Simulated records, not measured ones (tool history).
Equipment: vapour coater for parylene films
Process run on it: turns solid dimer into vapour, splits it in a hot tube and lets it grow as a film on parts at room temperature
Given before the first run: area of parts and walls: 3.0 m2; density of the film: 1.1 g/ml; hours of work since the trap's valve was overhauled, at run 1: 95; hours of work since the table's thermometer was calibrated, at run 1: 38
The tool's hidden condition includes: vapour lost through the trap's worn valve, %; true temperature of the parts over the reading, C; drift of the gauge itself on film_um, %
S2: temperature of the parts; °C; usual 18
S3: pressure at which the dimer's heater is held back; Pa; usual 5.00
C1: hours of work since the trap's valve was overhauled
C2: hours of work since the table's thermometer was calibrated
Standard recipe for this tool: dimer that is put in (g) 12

run 1 hour=0.0 | dimer_that_is_put_in_(g)=12 S2=18 S3=5.00 | C1=95 C2=38 | thickness_of_the_film_(nm)=2000
run 2 hour=24.4 | dimer_that_is_put_in_(g)=10 S2=18 S3=5.00 | C1=111 C2=54 | thickness_of_the_film_(nm)=1690
run 3 hour=42.0 | dimer_that_is_put_in_(g)=10 S2=18 S3=5.00 | C1=122 C2=66 | thickness_of_the_film_(nm)=1660
run 4 hour=59.2 | dimer_that_is_put_in_(g)=10 S2=18 S3=5.00 | C1=134 C2=77 | thickness_of_the_film_(nm)=1670
run 5 hour=81.7 | dimer_that_is_put_in_(g)=10 S2=17 S3=5.00 | C1=148 C2=92 | thickness_of_the_film_(nm)=1740
run 6 hour=99.0 | dimer_that_is_put_in_(g)=15 S2=17 S3=5.00 | C1=160 C2=103 | thickness_of_the_film_(nm)=2630
run 7 hour=122.6 | dimer_that_is_put_in_(g)=15 S2=17 S3=5.00 | C1=175 C2=118 | thickness_of_the_film_(nm)=2600
run 8 hour=137.6 | dimer_that_is_put_in_(g)=12 S2=18 S3=2.43 | C1=185 C2=128 | thickness_of_the_film_(nm)=2330
run 9 hour=160.7 | dimer_that_is_put_in_(g)=7 S2=18 S3=5.00 | C1=200 C2=143 | thickness_of_the_film_(nm)=1180
run 10 hour=186.7 | dimer_that_is_put_in_(g)=7 S2=18 S3=5.00 | C1=217 C2=160 | thickness_of_the_film_(nm)=1170
run 11 hour=214.3 | dimer_that_is_put_in_(g)=6 S2=18 S3=5.00 | C1=235 C2=178 | thickness_of_the_film_(nm)=1010
run 12 hour=230.7 | dimer_that_is_put_in_(g)=10 S2=18 S3=5.00 | C1=246 C2=189 | thickness_of_the_film_(nm)=1670
run 13 hour=257.4 | dimer_that_is_put_in_(g)=10 S2=18 S3=5.00 | C1=263 C2=206 | thickness_of_the_film_(nm)=1660
run 14 hour=276.6 | dimer_that_is_put_in_(g)=12 S2=18 S3=5.00 | C1=275 C2=219 | thickness_of_the_film_(nm)=2000
run 15 hour=305.3 | dimer_that_is_put_in_(g)=12 S2=18 S3=5.00 | C1=294 C2=237 | thickness_of_the_film_(nm)=2030
run 16 hour=330.0 | dimer_that_is_put_in_(g)=12 S2=14 S3=5.00 | C1=310 C2=254 | thickness_of_the_film_(nm)=2420
run 17 hour=348.0 | dimer_that_is_put_in_(g)=12 S2=18 S3=5.00 | C1=322 C2=265 | thickness_of_the_film_(nm)=1990
run 18 hour=361.0 | dimer_that_is_put_in_(g)=12 S2=18 S3=5.00 | C1=331 C2=274 | thickness_of_the_film_(nm)=2010
run 19 hour=380.8 | dimer_that_is_put_in_(g)=12 S2=18 S3=5.00 | C1=343 C2=287 | thickness_of_the_film_(nm)=1980
run 20 hour=406.3 | dimer_that_is_put_in_(g)=6 S2=14 S3=2.13 | C1=360 C2=303 | thickness_of_the_film_(nm)=1420
run 21 hour=425.6 | dimer_that_is_put_in_(g)=6 S2=14 S3=2.13 | C1=373 C2=316 | thickness_of_the_film_(nm)=1430
run 22 hour=448.1 | dimer_that_is_put_in_(g)=6 S2=14 S3=2.13 | C1=387 C2=331 | thickness_of_the_film_(nm)=1400
run 23 hour=464.6 | dimer_that_is_put_in_(g)=19 S2=18 S3=5.00 | C1=398 C2=341 | thickness_of_the_film_(nm)=3190
run 24 hour=485.5 | dimer_that_is_put_in_(g)=19 S2=22 S3=6.56 | C1=412 C2=355 | thickness_of_the_film_(nm)=2510
run 25 hour=507.2 | dimer_that_is_put_in_(g)=8 S2=12 S3=5.00 | C1=426 C2=369 | thickness_of_the_film_(nm)=1750
run 26 hour=523.5 | dimer_that_is_put_in_(g)=12 S2=11 S3=10.85 | C1=436 C2=380 | thickness_of_the_film_(nm)=2380
run 27 hour=537.7 | dimer_that_is_put_in_(g)=11 S2=18 S3=3.24 | C1=446 C2=389 | thickness_of_the_film_(nm)=1990
run 28 hour=552.7 | dimer_that_is_put_in_(g)=13 S2=16 S3=7.03 | C1=456 C2=399 | thickness_of_the_film_(nm)=2210
run 29 hour=566.1 | dimer_that_is_put_in_(g)=5 S2=25 S3=2.25 | C1=464 C2=407 | thickness_of_the_film_(nm)=700
run 30 hour=583.2 | dimer_that_is_put_in_(g)=20 S2=19 S3=2.55 | C1=475 C2=419 | thickness_of_the_film_(nm)=3660
run 31 hour=611.8 | dimer_that_is_put_in_(g)=12 S2=30 S3=10.45 | C1=494 C2=437 | thickness_of_the_film_(nm)=1010

Run 32 comes next. What will it give?
run 32 hour=633.5 | dimer_that_is_put_in_(g)=8 S2=30 S3=10.45 | C1=508 C2=451 | thickness_of_the_film_(nm)=?

thickness of the film (nm): 660
The same run, on a tool lacking any hidden state, would have yielded thickness of the film (nm) 670.

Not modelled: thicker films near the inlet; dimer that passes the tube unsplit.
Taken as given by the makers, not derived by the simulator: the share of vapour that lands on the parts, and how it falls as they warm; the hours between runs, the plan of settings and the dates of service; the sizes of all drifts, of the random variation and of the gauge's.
